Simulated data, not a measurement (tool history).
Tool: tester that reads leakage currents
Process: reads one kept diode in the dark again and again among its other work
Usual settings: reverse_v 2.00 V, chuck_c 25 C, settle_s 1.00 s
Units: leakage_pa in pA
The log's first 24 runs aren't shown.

| run | hour | reverse_v | chuck_c | settle_s | leakage_pa |
|---|---|---|---|---|---|
| 25 | 1433.1 | 11.71 | 47 | 2.72 | 631.05 |
| 26 | 1488.1 | 2.00 | 31 | 1.00 | 61.46 |
| 27 | 1555.0 | 2.00 | 31 | 1.00 | 61.12 |
| 28 | 1595.9 | 5.69 | 45 | 1.04 | 358.98 |
| 29 | 1664.7 | 5.69 | 45 | 1.04 | 359.07 |
|  | 1703.2 | chuck's temperature calibrated |
| 30 | 1742.3 | 5.69 | 45 | 1.04 | 394.79 |
| 31 | 1809.5 | 1.75 | 41 | 4.91 | 149.98 |
| 32 | 1880.6 | 1.75 | 41 | 4.91 | 149.19 |

Forecast each of these 4 alternatives for the next run:
| A | 1915.7 | 11.66 | 25 | 1.00 | ? |
| B | 1915.7 | 8.14 | 29 | 0.31 | ? |
| C | 1915.7 | 3.28 | 41 | 4.91 | ? |
| D | 1915.7 | 11.06 | 35 | 1.04 | ? |

| run | leakage_pa |
|---|---|
| A | 102.87 |
| B | 120.37 |
| C | 207.36 |
| D | 239.38 |
Without the tool's hidden state the same runs would have given:
| run | leakage_pa |
|---|---|
| A | 99.90 |
| B | 119.86 |
| C | 211.94 |
| D | 240.92 |
